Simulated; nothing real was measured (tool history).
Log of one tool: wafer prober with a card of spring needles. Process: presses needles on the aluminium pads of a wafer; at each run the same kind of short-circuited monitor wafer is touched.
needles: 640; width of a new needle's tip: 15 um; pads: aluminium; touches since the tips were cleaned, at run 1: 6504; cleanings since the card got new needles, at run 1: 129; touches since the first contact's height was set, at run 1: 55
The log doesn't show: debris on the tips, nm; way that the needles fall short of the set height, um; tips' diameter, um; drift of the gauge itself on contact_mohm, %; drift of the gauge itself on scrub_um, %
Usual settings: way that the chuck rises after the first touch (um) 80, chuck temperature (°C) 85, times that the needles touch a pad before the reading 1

| run | hour | way that the chuck rises after the first touch (um) | chuck temperature (°C) | times that the needles touch a pad before the reading | touches since the tips were cleaned | cleanings since the card got new needles | touches since the first contact's height was set | resistance of one needle with its contact and lead (mohm) | way that a needle slides on the pad (um) |
|---|---|---|---|---|---|---|---|---|---|
| 1 | 0.0 | 80 | 85 | 1 | 6504 | 129 | 55 | 413 | 15.61 |
|  | 5.7 | tips cleaned on abrasive film |
|  | 30.1 | tips cleaned on abrasive film |
|  | 57.8 | tips cleaned on abrasive film |
|  | 83.6 | tips cleaned on abrasive film |
| 2 | 87.9 | 80 | 85 | 1 | 1640 | 133 | 34094 | 349 | 15.57 |
|  | 108.2 | tips cleaned on abrasive film |
|  | 133.5 | tips cleaned on abrasive film |
|  | 161.2 | tips cleaned on abrasive film |
| 3 | 173.0 | 66 | 85 | 1 | 4586 | 136 | 67097 | 447 | 12.77 |
|  | 184.1 | tips cleaned on abrasive film |
|  | 209.3 | tips cleaned on abrasive film |
| 4 | 222.1 | 80 | 85 | 2 | 4995 | 138 | 86152 | 362 | 15.41 |
|  | 231.7 | tips cleaned on abrasive film |
|  | 259.1 | tips cleaned on abrasive film |
|  | 284.6 | tips cleaned on abrasive film |
|  | 284.9 | height of the first contact set anew |
| 5 | 292.6 | 80 | 87 | 2 | 3030 | 141 | 3030 | 353 | 15.61 |
|  | 308.3 | tips cleaned on abrasive film |
|  | 335.3 | tips cleaned on abrasive film |
|  | 359.9 | tips cleaned on abrasive film |
| 6 | 370.7 | 80 | 87 | 2 | 4186 | 144 | 33280 | 364 | 15.50 |
|  | 387.3 | tips cleaned on abrasive film |
|  | 409.6 | tips cleaned on abrasive film |
| 7 | 409.6 | 80 | 87 | 2 | 0 | 146 | 48364 | 307 | 15.47 |
|  | 431.8 | tips cleaned on abrasive film |
|  | 458.6 | tips cleaned on abrasive film |
| 8 | 465.2 | 80 | 87 | 2 | 2560 | 148 | 69912 | 343 | 15.47 |
|  | 485.9 | tips cleaned on abrasive film |
|  | 510.7 | tips cleaned on abrasive film |
| 9 | 511.6 | 80 | 87 | 2 | 384 | 150 | 87911 | 317 | 15.36 |
|  | 536.7 | tips cleaned on abrasive film |
|  | 561.5 | tips cleaned on abrasive film |
|  | 566.8 | height of the first contact set anew |
| 10 | 569.5 | 80 | 87 | 2 | 2993 | 152 | 1049 | 358 | 15.60 |
|  | 586.1 | tips cleaned on abrasive film |
|  | 611.8 | tips cleaned on abrasive film |
|  | 638.0 | tips cleaned on abrasive film |
| 11 | 640.6 | 80 | 87 | 2 | 1046 | 155 | 28641 | 328 | 15.54 |
|  | 661.6 | tips cleaned on abrasive film |
| 12 | 678.0 | 80 | 87 | 2 | 6407 | 156 | 43159 | 376 | 15.54 |
|  | 688.3 | tips cleaned on abrasive film |
|  | 712.1 | tips cleaned on abrasive film |
| 13 | 722.1 | 80 | 87 | 2 | 3885 | 158 | 60222 | 359 | 15.41 |
|  | 738.8 | tips cleaned on abrasive film |
|  | 761.5 | tips cleaned on abrasive film |
| 14 | 772.0 | 80 | 85 | 1 | 4075 | 160 | 79558 | 406 | 15.45 |
|  | 788.6 | tips cleaned on abrasive film |
|  | 814.1 | tips cleaned on abrasive film |
|  | 841.4 | tips cleaned on abrasive film |
|  | 851.3 | height of the first contact set anew |
| 15 | 851.3 | 98 | 56 | 2 | 3734 | 163 | 0 | 335 | 19.05 |
|  | 866.5 | tips cleaned on abrasive film |
|  | 893.3 | tips cleaned on abrasive film |
|  | 920.4 | tips cleaned on abrasive film |
| 16 | 923.6 | 98 | 56 | 2 | 1265 | 166 | 28045 | 312 | 19.08 |
|  | 945.0 | tips cleaned on abrasive film |
|  | 969.4 | tips cleaned on abrasive film |
| 17 | 970.0 | 98 | 56 | 2 | 262 | 168 | 46029 | 295 | 18.93 |
|  | 996.3 | tips cleaned on abrasive film |
|  | 1021.6 | tips cleaned on abrasive film |
| 18 | 1021.6 | 98 | 56 | 2 | 0 | 170 | 66034 | 293 | 18.95 |
|  | 1047.2 | tips cleaned on abrasive film |
|  | 1071.0 | tips cleaned on abrasive film |
|  | 1097.0 | tips cleaned on abrasive film |
| 19 | 1107.1 | 70 | 46 | 3 | 3935 | 173 | 99173 | 344 | 13.46 |
|  | 1122.6 | tips cleaned on abrasive film |
|  | 1137.9 | height of the first contact set anew |
|  | 1147.6 | tips cleaned on abrasive film |
| 20 | 1162.5 | 94 | 83 | 3 | 5790 | 175 | 9506 | 328 | 18.28 |
|  | 1173.4 | tips cleaned on abrasive film |
|  | 1199.8 | tips cleaned on abrasive film |
|  | 1226.7 | tips cleaned on abrasive film |
| 21 | 1248.3 | 94 | 88 | 2 | 8389 | 178 | 42786 | 355 | 18.21 |
|  | 1253.9 | tips cleaned on abrasive film |
|  | 1281.2 | tips cleaned on abrasive film |
| 22 | 1293.2 | 76 | 52 | 1 | 4691 | 180 | 60212 | 418 | 14.67 |
|  | 1308.1 | tips cleaned on abrasive film |
|  | 1335.0 | tips cleaned on abrasive film |
|  | 1359.5 | tips cleaned on abrasive film |
|  | 1384.4 | tips cleaned on abrasive film |
| 23 | 1384.4 | 76 | 52 | 1 | 0 | 184 | 95543 | 316 | 14.65 |
|  | 1406.6 | tips cleaned on abrasive film |
|  | 1422.3 | height of the first contact set anew |
|  | 1433.5 | tips cleaned on abrasive film |
|  | 1458.9 | tips cleaned on abrasive film |
| 24 | 1473.2 | 76 | 52 | 1 | 5552 | 187 | 19714 | 444 | 14.75 |
|  | 1482.8 | tips cleaned on abrasive film |
|  | 1508.4 | tips cleaned on abrasive film |
|  | 1530.6 | tips cleaned on abrasive film |
| 25 | 1540.2 | 62 | 43 | 1 | 3725 | 190 | 45682 | 481 | 12.00 |
|  | 1556.9 | tips cleaned on abrasive film |
|  | 1581.4 | tips cleaned on abrasive film |
|  | 1593.4 | card fitted with new needles |
|  | 1616.2 | tips cleaned on abrasive film |
| 26 | 1631.2 | 84 | 109 | 3 | 5861 | 1 | 14683 | 324 | 16.36 |
|  | 1641.5 | tips cleaned on abrasive film |
|  | 1667.5 | tips cleaned on abrasive film |
|  | 1694.9 | tips cleaned on abrasive film |
| 27 | 1694.9 | 98 | 54 | 1 | 0 | 4 | 39331 | 293 | 19.02 |
|  | 1720.8 | tips cleaned on abrasive film |
|  | 1747.2 | tips cleaned on abrasive film |
| 28 | 1748.9 | 98 | 54 | 1 | 676 | 6 | 60284 | 303 | 19.01 |

3 ways to go on from here, each from the tool as it stands after run 28. What would each give?
|  | 1770.4 | tips cleaned on abrasive film |
|  | 1796.3 | tips cleaned on abrasive film |
|  | 1823.1 | tips cleaned on abrasive film |
| A | 1836.9 | 80 | 68 | 1 | 5378 | 9 | 94412 | ? | ? |
|  | 1770.4 | tips cleaned on abrasive film |
|  | 1796.3 | tips cleaned on abrasive film |
|  | 1823.1 | tips cleaned on abrasive film |
| B | 1836.9 | 77 | 75 | 1 | 5378 | 9 | 94412 | ? | ? |
|  | 1770.4 | tips cleaned on abrasive film |
|  | 1796.3 | tips cleaned on abrasive film |
|  | 1823.1 | tips cleaned on abrasive film |
| C | 1836.9 | 98 | 60 | 3 | 5378 | 9 | 94412 | ? | ? |

| run | resistance of one needle with its contact and lead (mohm) | way that a needle slides on the pad (um) |
|---|---|---|
| A | 363 | 15.46 |
| B | 369 | 14.84 |
| C | 302 | 18.95 |
Without the tool's hidden state the same runs would have given:
| run | resistance of one needle with its contact and lead (mohm) | way that a needle slides on the pad (um) |
|---|---|---|
| A | 291 | 15.61 |
| B | 293 | 14.99 |
| C | 284 | 19.10 |
